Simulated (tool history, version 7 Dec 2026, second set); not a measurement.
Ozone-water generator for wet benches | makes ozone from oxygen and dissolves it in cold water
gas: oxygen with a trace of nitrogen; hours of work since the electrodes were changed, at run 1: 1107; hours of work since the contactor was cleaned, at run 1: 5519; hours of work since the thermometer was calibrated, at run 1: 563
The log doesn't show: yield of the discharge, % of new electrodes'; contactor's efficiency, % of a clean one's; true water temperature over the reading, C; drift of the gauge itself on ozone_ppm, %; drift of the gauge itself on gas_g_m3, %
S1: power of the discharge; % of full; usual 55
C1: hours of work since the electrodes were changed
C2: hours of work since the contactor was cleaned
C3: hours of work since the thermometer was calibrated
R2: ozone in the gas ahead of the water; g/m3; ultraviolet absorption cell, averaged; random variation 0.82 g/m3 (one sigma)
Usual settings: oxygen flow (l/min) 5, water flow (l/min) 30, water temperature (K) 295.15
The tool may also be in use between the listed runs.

run 1 day=0 | S1=55 oxygen_flow_(l/min)=5 water_flow_(l/min)=30 water_temperature_(K)=295.15 | C1=1107 C2=5519 C3=563 | dissolved_ozone_(ppm)=13.74 R2=164.9
run 2 day=1.658 | S1=55 oxygen_flow_(l/min)=5 water_flow_(l/min)=30 water_temperature_(K)=295.15 | C1=1137 C2=5549 C3=593 | dissolved_ozone_(ppm)=13.82 R2=167.1
run 3 day=3.221 | S1=55 oxygen_flow_(l/min)=5 water_flow_(l/min)=30 water_temperature_(K)=295.15 | C1=1165 C2=5577 C3=621 | dissolved_ozone_(ppm)=13.84 R2=166.2
run 4 day=4.317 | S1=55 oxygen_flow_(l/min)=5 water_flow_(l/min)=30 water_temperature_(K)=295.15 | C1=1184 C2=5596 C3=641 | dissolved_ozone_(ppm)=13.82 R2=164.7
run 5 day=5.588 | S1=55 oxygen_flow_(l/min)=5 water_flow_(l/min)=30 water_temperature_(K)=295.15 | C1=1207 C2=5619 C3=663 | dissolved_ozone_(ppm)=13.78 R2=166.3
run 6 day=7.962 | S1=55 oxygen_flow_(l/min)=5 water_flow_(l/min)=30 water_temperature_(K)=295.15 | C1=1250 C2=5662 C3=706 | dissolved_ozone_(ppm)=13.7 R2=166.4
-- day=8.246 contactor cleaned
run 7 day=9.829 | S1=66 oxygen_flow_(l/min)=5 water_flow_(l/min)=30 water_temperature_(K)=295.15 | C1=1280 C2=28 C3=736 | dissolved_ozone_(ppm)=15.8 R2=192
run 8 day=10.896 | S1=44 oxygen_flow_(l/min)=3.73 water_flow_(l/min)=29 water_temperature_(K)=295.15 | C1=1299 C2=47 C3=755 | dissolved_ozone_(ppm)=11.12 R2=158.5
run 9 day=13.346 | S1=96 oxygen_flow_(l/min)=3.73 water_flow_(l/min)=47 water_temperature_(K)=292.15 | C1=1343 C2=91 C3=799 | dissolved_ozone_(ppm)=13.16 R2=295.2
-- day=13.754 contactor cleaned, once more
run 10 day=16.054 | S1=96 oxygen_flow_(l/min)=3.73 water_flow_(l/min)=47 water_temperature_(K)=295.15 | C1=1389 C2=41 C3=845 | dissolved_ozone_(ppm)=13.61 R2=294.9
run 11 day=18.671 | S1=96 oxygen_flow_(l/min)=3.73 water_flow_(l/min)=47 water_temperature_(K)=295.15 | C1=1436 C2=88 C3=892 | dissolved_ozone_(ppm)=13.77 R2=294.7
run 12 day=21.083 | S1=96 oxygen_flow_(l/min)=3.73 water_flow_(l/min)=47 water_temperature_(K)=295.15 | C1=1479 C2=131 C3=935 | dissolved_ozone_(ppm)=13.61 R2=295.1
run 13 day=23.708 | S1=96 oxygen_flow_(l/min)=3.73 water_flow_(l/min)=47 water_temperature_(K)=295.15 | C1=1526 C2=178 C3=982 | dissolved_ozone_(ppm)=13.57 R2=296.6
run 14 day=25.762 | S1=57 oxygen_flow_(l/min)=2.51 water_flow_(l/min)=45 water_temperature_(K)=301.15 | C1=1563 C2=215 C3=1019 | dissolved_ozone_(ppm)=7.88 R2=236

Forecast each of these 4 alternatives for the next run:
run A day=28.35 | S1=51 oxygen_flow_(l/min)=2.51 water_flow_(l/min)=45 water_temperature_(K)=292.15 | C1=1609 C2=261 C3=1065 | dissolved_ozone_(ppm)=? R2=?
run B day=28.35 | S1=57 oxygen_flow_(l/min)=6.43 water_flow_(l/min)=45 water_temperature_(K)=301.15 | C1=1609 C2=261 C3=1065 | dissolved_ozone_(ppm)=? R2=?
run C day=28.35 | S1=67 oxygen_flow_(l/min)=5.52 water_flow_(l/min)=45 water_temperature_(K)=289.15 | C1=1609 C2=261 C3=1065 | dissolved_ozone_(ppm)=? R2=?
run D day=28.35 | S1=55 oxygen_flow_(l/min)=6.73 water_flow_(l/min)=30 water_temperature_(K)=295.15 | C1=1609 C2=261 C3=1065 | dissolved_ozone_(ppm)=? R2=?

run=A dissolved_ozone_(ppm)=7.71 R2=213.4
run=B dissolved_ozone_(ppm)=10.07 R2=151.5
run=C dissolved_ozone_(ppm)=12.63 R2=184.8
run=D dissolved_ozone_(ppm)=14.71 R2=143.1
Without the tool's hidden state the same runs would have given:
run=A dissolved_ozone_(ppm)=7.79 R2=214.6
run=B dissolved_ozone_(ppm)=10.19 R2=152.4
run=C dissolved_ozone_(ppm)=12.79 R2=186.1
run=D dissolved_ozone_(ppm)=14.87 R2=143.9

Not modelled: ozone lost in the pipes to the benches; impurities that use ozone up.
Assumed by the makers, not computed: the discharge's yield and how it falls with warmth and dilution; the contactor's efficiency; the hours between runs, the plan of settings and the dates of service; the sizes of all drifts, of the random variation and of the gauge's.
